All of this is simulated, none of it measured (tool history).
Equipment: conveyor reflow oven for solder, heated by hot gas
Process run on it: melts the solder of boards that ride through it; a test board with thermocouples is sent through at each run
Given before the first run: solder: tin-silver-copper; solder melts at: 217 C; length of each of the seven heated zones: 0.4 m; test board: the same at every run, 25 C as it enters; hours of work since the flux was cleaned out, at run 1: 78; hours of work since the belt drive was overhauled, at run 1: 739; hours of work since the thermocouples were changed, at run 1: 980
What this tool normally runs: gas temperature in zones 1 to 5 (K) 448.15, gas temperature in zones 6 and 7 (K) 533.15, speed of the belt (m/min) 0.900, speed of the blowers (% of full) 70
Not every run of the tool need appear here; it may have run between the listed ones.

run,hour,gas temperature in zones 1 to 5 (K),gas temperature in zones 6 and 7 (K),speed of the belt (m/min),speed of the blowers (% of full),hours of work since the flux was cleaned out,hours of work since the belt drive was overhauled,hours of work since the thermocouples were changed,highest temperature of the board (K),time above the solder's melting point (s)
1,0.0,448.15,533.15,0.900,70,78,739,980,521.00,38.6
2,12.8,459.15,533.15,0.900,70,88,748,990,522.64,42.9
3,26.0,459.15,533.15,0.900,70,98,758,999,522.73,43.1
4,44.2,459.15,533.15,0.900,70,111,772,1013,522.82,43.1
5,62.1,459.15,533.15,0.900,70,124,785,1026,522.75,42.8
6,82.3,461.15,533.15,0.900,70,139,800,1041,523.07,43.9
7,104.2,461.15,528.15,0.900,70,156,816,1057,518.74,41.6
8,123.8,448.15,533.15,0.900,64,170,831,1072,519.20,37.3
9,142.2,448.15,542.15,0.900,64,184,845,1086,527.02,41.5
10,164.7,448.15,542.15,0.900,64,201,861,1102,526.82,41.3
11,187.9,448.15,542.15,0.900,64,218,878,1119,526.79,41.2
12,214.3,448.15,542.15,0.900,64,237,898,1139,526.87,41.5
# hour 220.9: flux residue cleaned out of gas plates and filters
13,245.8,448.15,542.15,0.900,64,18,918,1159,526.68,41.4
14,266.6,448.15,542.15,0.900,64,34,933,1174,526.50,41.3
15,279.1,448.15,533.15,0.856,70,43,942,1183,521.89,41.8
16,298.7,448.15,533.15,0.856,70,58,957,1198,521.94,41.7
# hour 314.3: flux residue cleaned out of gas plates and filters, once more
17,320.4,453.15,533.15,0.883,70,5,969,1210,523.05,42.4
18,334.7,446.15,535.15,0.774,59,15,980,1221,524.13,47.1
19,354.8,446.15,535.15,0.774,59,30,995,1236,524.29,47.1
20,369.7,456.15,532.15,0.724,59,41,1006,1247,524.60,54.6
21,392.5,456.15,532.15,0.724,59,58,1023,1264,524.54,54.9
22,411.5,456.15,532.15,0.724,59,72,1037,1278,524.53,54.7
23,424.6,456.15,532.15,0.724,59,82,1047,1288,524.56,54.8
# hour 445.7: thermocouples of zones 6 and 7 changed
24,446.6,456.15,532.15,0.764,59,97,1061,1,521.36,49.6
25,457.8,456.15,532.15,0.764,59,105,1070,9,521.29,49.3
26,474.9,456.15,532.15,0.764,59,118,1082,22,521.34,49.5
27,501.9,448.15,533.15,0.900,80,138,1103,42,521.70,40.3
28,524.5,448.15,533.15,1.073,70,154,1119,58,513.99,27.8
29,547.9,448.15,533.15,1.073,70,172,1137,76,513.93,27.8
30,570.3,458.15,524.15,0.969,75,189,1153,92,512.51,33.9
31,591.2,460.15,524.15,0.969,75,204,1169,108,512.90,35.2

For some of the steps in highest temperature of the board (K) from one run to the next: how much would appear even if the tool had no hidden state, given the settings, what came in and random variation, and how much remains for the hidden state plus any gauge scatter that the measured result and the result without hidden state don't share?
Hidden state at play: heat that the gas passes to the board, % of a clean oven's; belt's true speed, % of the reading; true gas temperature in zones 6 and 7 over the reading, C; drift of the gauge itself on peak_c, C; drift of the gauge itself on liquid_s, %.
Run 8 -> 9: gas temperature in zones 6 and 7 (K) 533.15 -> 542.15. highest temperature of the board (K) +7.82: hidden state +0.01, all else +7.81.
Run 12 -> 13: flux residue cleaned out of gas plates and filters. highest temperature of the board (K) -0.19: hidden state -0.26, all else +0.07.
Run 14 -> 15: gas temperature in zones 6 and 7 (K) 542.15 -> 533.15, speed of the belt (m/min) 0.900 -> 0.856, speed of the blowers (% of full) 64 -> 70. highest temperature of the board (K) -4.61: hidden state +0.01, all else -4.62.
Run 16 -> 17: gas temperature in zones 1 to 5 (K) 448.15 -> 453.15, speed of the belt (m/min) 0.856 -> 0.883, flux residue cleaned out of gas plates and filters, once more. highest temperature of the board (K) +1.11: hidden state +1.01, all else +0.10.
Run 23 -> 24: speed of the belt (m/min) 0.724 -> 0.764, thermocouples of zones 6 and 7 changed. highest temperature of the board (K) -3.20: hidden state -2.06, all else -1.14.
Run 27 -> 28: speed of the belt (m/min) 0.900 -> 1.073, speed of the blowers (% of full) 80 -> 70. highest temperature of the board (K) -7.71: hidden state +0.11, all else -7.82.
